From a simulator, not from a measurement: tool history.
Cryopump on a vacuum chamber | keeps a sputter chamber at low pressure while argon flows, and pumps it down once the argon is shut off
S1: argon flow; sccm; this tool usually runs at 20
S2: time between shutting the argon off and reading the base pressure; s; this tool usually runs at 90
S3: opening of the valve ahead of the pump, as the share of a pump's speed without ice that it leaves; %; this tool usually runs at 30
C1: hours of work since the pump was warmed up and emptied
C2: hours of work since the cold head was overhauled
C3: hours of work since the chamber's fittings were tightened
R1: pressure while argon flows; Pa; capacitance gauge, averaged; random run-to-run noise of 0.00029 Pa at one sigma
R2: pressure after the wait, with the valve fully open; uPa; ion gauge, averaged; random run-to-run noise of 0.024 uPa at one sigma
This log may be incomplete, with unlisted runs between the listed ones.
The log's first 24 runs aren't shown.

Run 25, hour 892.9: usual settings but S1 27 sccm, S2 74 s, S3 36 %; C1 547; C2 547; C3 467. Result: R1 0.0648 Pa, R2 1.36 uPa.
Run 26, hour 945.9: usual settings but S1 33 sccm, S2 133 s; C1 570; C2 570; C3 491. Result: R1 0.0945 Pa, R2 0.89 uPa.
Run 27, hour 973.2: usual settings but S1 17 sccm, S2 27 s, S3 16 %; C1 582; C2 582; C3 503. Result: R1 0.0902 Pa, R2 3.05 uPa.
Run 28, hour 1027.5: usual settings but S1 17 sccm, S2 27 s, S3 16 %; C1 606; C2 606; C3 527. Result: R1 0.0906 Pa, R2 2.95 uPa.
Run 29, hour 1082.5: usual settings but S1 9 sccm, S2 121 s, S3 20 %; C1 630; C2 630; C3 551. Result: R1 0.0384 Pa, R2 1.00 uPa.
Run 30, hour 1127.8: usual settings but S1 9 sccm, S2 121 s, S3 20 %; C1 650; C2 650; C3 571. Result: R1 0.0386 Pa, R2 1.05 uPa.
Run 31, hour 1181.4: usual settings but S1 9 sccm, S2 23 s, S3 46 %; C1 674; C2 674; C3 594. Result: R1 0.0170 Pa, R2 3.44 uPa.
Run 32, hour 1227.0: usual settings but S1 25 sccm; C1 694; C2 694; C3 614. Result: R1 0.0721 Pa, R2 1.17 uPa.
Run 33, hour 1271.4: usual settings but S1 26 sccm, S2 33 s, S3 35 %; C1 713; C2 713; C3 634. Result: R1 0.0644 Pa, R2 2.59 uPa.
Run 34, hour 1295.9: usual settings but S1 32 sccm; C1 724; C2 724; C3 644. Result: R1 0.0934 Pa, R2 1.23 uPa.

4 ways to go on from here, each from the tool as it stands after run 34. What would each give?
Run A, hour 1335.3: usual settings but S1 19 sccm, S2 31 s; C1 741; C2 741; C3 662. Result: R1 ?, R2 ?.
Run B, hour 1335.3: usual settings but S1 28 sccm, S2 22 s; C1 741; C2 741; C3 662. Result: R1 ?, R2 ?.
Run C, hour 1335.3: usual settings but S1 17 sccm; C1 741; C2 741; C3 662. Result: R1 ?, R2 ?.
Run D, hour 1335.3: usual settings but S2 116 s; C1 741; C2 741; C3 662. Result: R1 ?, R2 ?.

run      R1    R2
  A  0.0549  2.70
  B  0.0804  3.74
  C  0.0495  1.28
  D  0.0576  1.08
Without the tool's hidden state the same runs would have given:
run      R1    R2
  A  0.0532  2.37
  B  0.0779  3.40
  C  0.0480  0.95
  D  0.0558  0.75
